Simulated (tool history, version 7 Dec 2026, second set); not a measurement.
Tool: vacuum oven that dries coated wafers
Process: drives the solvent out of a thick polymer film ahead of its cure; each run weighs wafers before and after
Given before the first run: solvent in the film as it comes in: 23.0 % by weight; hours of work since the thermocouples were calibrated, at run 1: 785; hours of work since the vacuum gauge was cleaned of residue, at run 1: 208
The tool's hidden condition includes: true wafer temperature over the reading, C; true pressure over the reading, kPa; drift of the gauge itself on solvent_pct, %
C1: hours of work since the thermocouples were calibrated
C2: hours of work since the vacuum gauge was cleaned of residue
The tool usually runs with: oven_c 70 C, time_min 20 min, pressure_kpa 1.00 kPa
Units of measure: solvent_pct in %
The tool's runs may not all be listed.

Run 1, hour 0.0: usual settings; C1 785; C2 208. Result: solvent_pct 2.20 %.
Run 2, hour 18.2: usual settings; C1 792; C2 215. Result: solvent_pct 2.23 %.
Run 3, hour 42.8: usual settings; C1 802; C2 225. Result: solvent_pct 2.09 %.
Run 4, hour 61.1: usual settings but time_min 12 min; C1 809; C2 233. Result: solvent_pct 5.03 %.
Run 5, hour 88.3: usual settings but time_min 12 min; C1 820; C2 244. Result: solvent_pct 4.86 %.
Run 6, hour 110.0: usual settings but time_min 12 min; C1 829; C2 252. Result: solvent_pct 4.81 %.
Run 7, hour 137.5: usual settings but time_min 32 min; C1 840; C2 263. Result: solvent_pct 0.81 %.
Run 8, hour 162.2: usual settings but time_min 32 min; C1 850; C2 273. Result: solvent_pct 0.87 %.
Run 9, hour 186.4: usual settings but oven_c 71 C, time_min 11 min, pressure_kpa 0.79 kPa; C1 860; C2 283. Result: solvent_pct 5.05 %.
Run 10, hour 214.3: usual settings but oven_c 83 C, time_min 23 min, pressure_kpa 0.67 kPa; C1 871; C2 295. Result: solvent_pct 0.22 %.
Run 11, hour 231.1: usual settings but oven_c 83 C, time_min 23 min, pressure_kpa 0.67 kPa; C1 878; C2 301. Result: solvent_pct 0.18 %.
Run 12, hour 248.8: usual settings but oven_c 83 C, time_min 23 min, pressure_kpa 0.67 kPa; C1 885; C2 308. Result: solvent_pct 0.02 %.
Run 13, hour 275.0: usual settings but oven_c 66 C; C1 896; C2 319. Result: solvent_pct 3.65 %.
Run 14, hour 296.4: usual settings but oven_c 66 C, time_min 35 min, pressure_kpa 1.40 kPa; C1 904; C2 328. Result: solvent_pct 1.71 %.
Run 15, hour 315.9: usual settings but oven_c 79 C; C1 912; C2 336. Result: solvent_pct 0.52 %.
Run 16, hour 341.9: usual settings but oven_c 71 C, time_min 13 min, pressure_kpa 1.45 kPa; C1 923; C2 346. Result: solvent_pct 4.12 %.

Forecast each of these 4 alternatives for the next run:
Run A, hour 356.6: usual settings but oven_c 60 C, time_min 18 min, pressure_kpa 1.45 kPa; C1 929; C2 352. Result: solvent_pct ?.
Run B, hour 356.6: usual settings but oven_c 71 C, time_min 13 min, pressure_kpa 0.58 kPa; C1 929; C2 352. Result: solvent_pct ?.
Run C, hour 356.6: usual settings but oven_c 80 C, time_min 16 min, pressure_kpa 1.31 kPa; C1 929; C2 352. Result: solvent_pct ?.
Run D, hour 356.6: usual settings but oven_c 71 C, time_min 13 min, pressure_kpa 1.72 kPa; C1 929; C2 352. Result: solvent_pct ?.

run  solvent_pct
  A         7.53
  B         3.83
  C         0.77
  D         4.17
Without the tool's unlogged condition, the same runs would have read:
run  solvent_pct
  A         6.94
  B         3.36
  C         0.63
  D         3.70

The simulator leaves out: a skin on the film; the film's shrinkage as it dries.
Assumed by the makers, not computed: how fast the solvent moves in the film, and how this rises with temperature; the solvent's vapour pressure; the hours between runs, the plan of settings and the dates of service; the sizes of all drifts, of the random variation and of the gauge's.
